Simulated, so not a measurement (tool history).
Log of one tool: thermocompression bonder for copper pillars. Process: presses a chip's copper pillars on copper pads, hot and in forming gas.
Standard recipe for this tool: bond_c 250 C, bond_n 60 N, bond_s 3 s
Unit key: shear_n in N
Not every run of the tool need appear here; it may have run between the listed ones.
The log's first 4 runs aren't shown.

run,hour,bond_c,bond_n,bond_s,hours of work since the heater was calibrated,hours of work since the force cell was calibrated,hours of work since the gas filter was changed,shear_n
# hour 308.1: forming gas filter changed
5,329.5,250,60,3,1272,763,17,90.2
6,375.5,250,60,3,1308,800,54,90.4
7,461.0,261,60,3,1376,868,122,99.0
# hour 524.6: forming gas filter changed
8,532.8,261,60,3,1433,924,7,98.7
9,576.1,261,60,3,1468,959,41,99.1
10,639.1,261,60,3,1518,1009,91,99.3
11,680.3,261,60,3,1550,1042,124,99.0
# hour 742.2: forming gas filter changed
12,773.9,259,60,3,1624,1116,25,97.7
# hour 806.1: heater calibrated with a thermocouple chip
13,814.2,259,60,3,7,1146,56,97.3
14,870.6,259,60,3,51,1191,101,97.6
15,912.9,259,60,3,85,1225,134,97.2
# hour 960.6: forming gas filter changed
16,997.3,250,60,3,152,1292,29,90.0
17,1039.1,250,60,3,185,1325,62,90.3
18,1112.1,226,60,3,243,1383,121,70.2
19,1169.4,226,60,3,289,1429,166,70.7
# hour 1180.9: forming gas filter changed
20,1263.8,256,60,3,363,1503,66,96.1
21,1325.3,241,58,7,412,1552,115,102.4
22,1395.8,253,37,5,468,1608,171,70.5
# hour 1402.0: forming gas filter changed
23,1440.7,258,84,5,504,1644,31,128.6
24,1534.4,257,38,2,578,1718,105,54.1
25,1593.0,257,38,2,625,1765,152,53.8

Forecast run 26:
# hour 1619.7: forming gas filter changed
26,1662.8,255,60,3,680,1820,34,?

Run 26 yielded shear_n 94.2 N.
Minus the tool's unlogged condition, the same run would have read shear_n 94.2 N.
